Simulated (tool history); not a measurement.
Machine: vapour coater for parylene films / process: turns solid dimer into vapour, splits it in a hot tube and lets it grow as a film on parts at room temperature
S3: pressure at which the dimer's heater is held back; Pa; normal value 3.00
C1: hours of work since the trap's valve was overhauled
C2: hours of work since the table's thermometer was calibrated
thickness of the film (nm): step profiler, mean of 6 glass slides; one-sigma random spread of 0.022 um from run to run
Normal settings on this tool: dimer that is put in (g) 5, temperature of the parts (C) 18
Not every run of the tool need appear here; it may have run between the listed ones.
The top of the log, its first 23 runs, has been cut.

run 24 hour=276.8 | dimer_that_is_put_in_(g)=4 temperature_of_the_parts_(C)=18 S3=3.00 | C1=655 C2=332 | thickness_of_the_film_(nm)=940
-- hour=281.7 trap's valve overhauled
run 25 hour=289.8 | dimer_that_is_put_in_(g)=4 temperature_of_the_parts_(C)=13 S3=9.41 | C1=7 C2=339 | thickness_of_the_film_(nm)=1060
run 26 hour=304.8 | dimer_that_is_put_in_(g)=4 temperature_of_the_parts_(C)=13 S3=9.41 | C1=20 C2=352 | thickness_of_the_film_(nm)=1060
run 27 hour=317.4 | dimer_that_is_put_in_(g)=4 temperature_of_the_parts_(C)=13 S3=9.41 | C1=31 C2=363 | thickness_of_the_film_(nm)=1070
run 28 hour=332.9 | dimer_that_is_put_in_(g)=3 temperature_of_the_parts_(C)=19 S3=9.41 | C1=44 C2=376 | thickness_of_the_film_(nm)=600
run 29 hour=347.2 | dimer_that_is_put_in_(g)=5 temperature_of_the_parts_(C)=11 S3=3.00 | C1=56 C2=389 | thickness_of_the_film_(nm)=1510
run 30 hour=358.7 | dimer_that_is_put_in_(g)=9 temperature_of_the_parts_(C)=11 S3=3.00 | C1=66 C2=398 | thickness_of_the_film_(nm)=2670
run 31 hour=365.9 | dimer_that_is_put_in_(g)=2 temperature_of_the_parts_(C)=14 S3=3.21 | C1=72 C2=405 | thickness_of_the_film_(nm)=580
run 32 hour=382.6 | dimer_that_is_put_in_(g)=2 temperature_of_the_parts_(C)=18 S3=5.32 | C1=87 C2=419 | thickness_of_the_film_(nm)=450
run 33 hour=389.7 | dimer_that_is_put_in_(g)=2 temperature_of_the_parts_(C)=18 S3=5.32 | C1=93 C2=425 | thickness_of_the_film_(nm)=430

Each row is a separate what-if for the run after 33, all from the same tool condition, not one after another. Results?
run A hour=403.0 | dimer_that_is_put_in_(g)=5 temperature_of_the_parts_(C)=20 S3=3.00 | C1=104 C2=436 | thickness_of_the_film_(nm)=?
run B hour=403.0 | dimer_that_is_put_in_(g)=5 temperature_of_the_parts_(C)=16 S3=5.41 | C1=104 C2=436 | thickness_of_the_film_(nm)=?
run C hour=403.0 | dimer_that_is_put_in_(g)=5 temperature_of_the_parts_(C)=14 S3=2.29 | C1=104 C2=436 | thickness_of_the_film_(nm)=?
run D hour=403.0 | dimer_that_is_put_in_(g)=5 temperature_of_the_parts_(C)=12 S3=10.86 | C1=104 C2=436 | thickness_of_the_film_(nm)=?
run E hour=403.0 | dimer_that_is_put_in_(g)=2 temperature_of_the_parts_(C)=18 S3=5.32 | C1=104 C2=436 | thickness_of_the_film_(nm)=?

run=A thickness_of_the_film_(nm)=1060
run=B thickness_of_the_film_(nm)=1220
run=C thickness_of_the_film_(nm)=1410
run=D thickness_of_the_film_(nm)=1340
run=E thickness_of_the_film_(nm)=430
Take away the tool's hidden state, keep each run's random variation, and the runs would have read:
run=A thickness_of_the_film_(nm)=1060
run=B thickness_of_the_film_(nm)=1220
run=C thickness_of_the_film_(nm)=1410
run=D thickness_of_the_film_(nm)=1340
run=E thickness_of_the_film_(nm)=430

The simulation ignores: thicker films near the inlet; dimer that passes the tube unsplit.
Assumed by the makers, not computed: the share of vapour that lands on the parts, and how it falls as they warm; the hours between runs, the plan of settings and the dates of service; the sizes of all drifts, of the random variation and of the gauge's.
